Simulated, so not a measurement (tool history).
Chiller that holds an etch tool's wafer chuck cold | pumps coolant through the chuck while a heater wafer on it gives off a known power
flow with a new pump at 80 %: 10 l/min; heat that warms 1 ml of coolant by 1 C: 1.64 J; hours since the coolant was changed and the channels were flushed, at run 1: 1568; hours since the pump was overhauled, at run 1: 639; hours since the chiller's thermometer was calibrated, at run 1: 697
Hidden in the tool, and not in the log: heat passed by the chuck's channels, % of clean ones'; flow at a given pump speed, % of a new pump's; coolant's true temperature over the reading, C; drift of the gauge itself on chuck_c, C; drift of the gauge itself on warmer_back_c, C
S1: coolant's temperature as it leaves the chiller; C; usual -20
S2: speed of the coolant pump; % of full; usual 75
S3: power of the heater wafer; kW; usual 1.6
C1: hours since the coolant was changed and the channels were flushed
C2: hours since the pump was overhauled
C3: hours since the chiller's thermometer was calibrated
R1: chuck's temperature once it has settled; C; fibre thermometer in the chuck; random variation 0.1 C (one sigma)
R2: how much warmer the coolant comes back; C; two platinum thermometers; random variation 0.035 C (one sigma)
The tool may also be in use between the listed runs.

| run | hour | S1 | S2 | S3 | C1 | C2 | C3 | R1 | R2 |
|---|---|---|---|---|---|---|---|---|---|
| 1 | 0 | -20 | 75 | 1.6 | 1568 | 639 | 697 | -5.5 | 6.24 |
| 2 | 20.8 | -20 | 75 | 1.6 | 1589 | 660 | 717 | -5.5 | 6.32 |
| 3 | 58.8 | -20 | 75 | 1.6 | 1627 | 698 | 755 | -5.4 | 6.36 |
| 4 | 78.3 | -20 | 75 | 1.6 | 1646 | 718 | 775 | -5.4 | 6.32 |
| 5 | 103.8 | -20 | 97 | 1.6 | 1672 | 743 | 800 | -7.6 | 4.84 |
| 6 | 124.5 | -20 | 75 | 1.6 | 1692 | 764 | 821 | -5.5 | 6.32 |
| 7 | 146.1 | -20 | 75 | 1.6 | 1714 | 785 | 843 | -5.6 | 6.36 |
| 8 | 169 | -20 | 75 | 1.6 | 1737 | 808 | 866 | -5.5 | 6.43 |
| 9 | 187.9 | -20 | 75 | 1.6 | 1756 | 827 | 885 | -5.2 | 6.37 |
| 10 | 225.5 | -20 | 90 | 1.6 | 1793 | 865 | 922 | -7.1 | 5.25 |
| 11 | 256.1 | -20 | 90 | 0.828 | 1824 | 895 | 953 | -13.4 | 2.83 |
| 12 | 287 | -20 | 90 | 1.03 | 1855 | 926 | 984 | -11.7 | 3.48 |
| 13 | 322.2 | -20 | 90 | 1.03 | 1890 | 961 | 1019 | -11.8 | 3.44 |
| 14 | 365.6 | -20 | 90 | 1.03 | 1933 | 1005 | 1062 | -11.8 | 3.52 |
| 15 | 391.4 | -20 | 90 | 1.03 | 1959 | 1031 | 1088 | -11.8 | 3.55 |
| 16 | 411.7 | -20 | 90 | 0.868 | 1979 | 1051 | 1108 | -13.1 | 3.02 |
| 17 | 436.8 | -20 | 90 | 0.868 | 2005 | 1076 | 1133 | -13.1 | 3.1 |
| 18 | 463.2 | -20 | 92 | 1.517 | 2031 | 1102 | 1160 | -7.9 | 4.99 |
| 19 | 486.3 | -12 | 67 | 2.2 | 2054 | 1126 | 1183 | 9.8 | 9.84 |
| 20 | 503.8 | -12 | 67 | 2.2 | 2072 | 1143 | 1200 | 9.7 | 9.85 |
| 21 | 526 | -22 | 83 | 1.737 | 2094 | 1165 | 1223 | -7.1 | 6.35 |
| 22 | 566.7 | -17 | 79 | 0.943 | 2134 | 1206 | 1263 | -8.8 | 3.76 |
| 23 | 610.2 | -17 | 83 | 2.162 | 2178 | 1250 | 1307 | 1.3 | 7.89 |
| 24 | 637.9 | -20 | 75 | 1.113 | 2206 | 1277 | 1335 | -9.8 | 4.62 |
| 25 | 659.3 | -22 | 75 | 1.6 | 2227 | 1299 | 1356 | -7.5 | 6.54 |
| 26 | 681.6 | -22 | 75 | 1.6 | 2249 | 1321 | 1378 | -7.5 | 6.54 |
| 27 | 705.4 | -23 | 75 | 1.542 | 2273 | 1345 | 1402 | -8.8 | 6.41 |
| 28 | 742.5 | -23 | 75 | 1.542 | 2310 | 1382 | 1439 | -8.8 | 6.41 |
|  | 759.9 | gauge calibrated |
| 29 | 771.8 | -25 | 75 | 2.002 | 2340 | 1411 | 1468 | -6.9 | 7.83 |
| 30 | 808.1 | -25 | 75 | 2.002 | 2376 | 1447 | 1505 | -6.6 | 7.79 |
| 31 | 832.3 | -10 | 75 | 2.314 | 2400 | 1472 | 1529 | 11 | 9.06 |
| 32 | 862.4 | -11 | 75 | 0.935 | 2430 | 1502 | 1559 | -2.5 | 3.66 |
| 33 | 897.2 | -22 | 87 | 0.81 | 2465 | 1537 | 1594 | -15.5 | 2.81 |

Forecast each of these 3 alternatives for the next run:
| A | 938 | -15 | 67 | 1.198 | 2506 | 1577 | 1635 | ? | ? |
| B | 938 | -14 | 72 | 1.194 | 2506 | 1577 | 1635 | ? | ? |
| C | 938 | -11 | 76 | 1.57 | 2506 | 1577 | 1635 | ? | ? |

| run | R1 | R2 |
|---|---|---|
| A | -3.3 | 5.31 |
| B | -2.9 | 4.93 |
| C | 3.1 | 6.14 |
Without the tool's hidden state the same runs would have given:
| run | R1 | R2 |
|---|---|---|
| A | -3.3 | 5.22 |
| B | -2.9 | 4.85 |
| C | 3.1 | 6.06 |
